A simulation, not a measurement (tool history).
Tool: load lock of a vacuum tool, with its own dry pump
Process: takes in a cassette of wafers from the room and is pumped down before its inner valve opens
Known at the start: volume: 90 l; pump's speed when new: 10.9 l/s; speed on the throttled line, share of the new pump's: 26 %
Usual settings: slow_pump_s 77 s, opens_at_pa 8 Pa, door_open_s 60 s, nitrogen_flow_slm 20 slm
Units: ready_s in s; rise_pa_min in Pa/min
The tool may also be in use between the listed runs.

run     day  slow_pump_s  opens_at_pa  door_open_s  nitrogen_flow_slm  incoming humidity of the room's air, %  ready_s  rise_pa_min
  1       0           77            8           60                 20                                    47.1      151        0.038
  2   3.896           77            8           60                 20                                    42.9    149.5        0.042
  3   8.054           77            8           60                 20                                    40.5    152.6         0.04
  4  11.479           77            8           60                 20                                    41.6    150.6        0.046
  5  16.521           77            8           60                 20                                    46.9    151.3        0.041
  6  20.546           77            8           60                 20                                    48.1    152.3        0.041
  7  24.171           77            8           60                 20                                    43.9    152.6        0.043
  8  29.983           77            8           60                 20                                    45.4    152.8        0.043
  9  34.942           77            8           60                 20                                    44.5    152.7        0.041
 10  39.642           77            8           60                 20                                    43.2    151.9        0.047
 11  42.883           77            8           60                 20                                    44.8    151.4        0.046
 12  47.083           77            8           60                 20                                    45.6    153.4        0.052
 13  51.183           77            8           60                 20                                    45.2      153        0.051
 14   55.35           77            8           60                 20                                    45.8    152.2        0.052
 15   60.35           77            8           60                 20                                    43.5    153.1        0.053
 16  63.154           77            8           60                 20                                    48.1    153.5        0.058
       63.7  -- dry pump taken out, an overhauled one fitted
 17  69.075           77            8           60                 20                                    45.6    136.1        0.056
 18  73.975           77            8           60                 20                                    44.8    135.3         0.06
 19  77.183           88            8           81                 16                                    47.7    144.4        0.072
 20  82.308           70            7           60                 17                                    45.4    132.8        0.061

The next listed run, before its measurement:
 21  86.95           53            8           60                 43                                    43.1        ?            ?

{"run 21": {"ready_s": 117.7, "rise_pa_min": 0.052}}
Without the tool's hidden state the same run would have given ready_s 117.4 s, rise_pa_min 0.011 Pa/min.

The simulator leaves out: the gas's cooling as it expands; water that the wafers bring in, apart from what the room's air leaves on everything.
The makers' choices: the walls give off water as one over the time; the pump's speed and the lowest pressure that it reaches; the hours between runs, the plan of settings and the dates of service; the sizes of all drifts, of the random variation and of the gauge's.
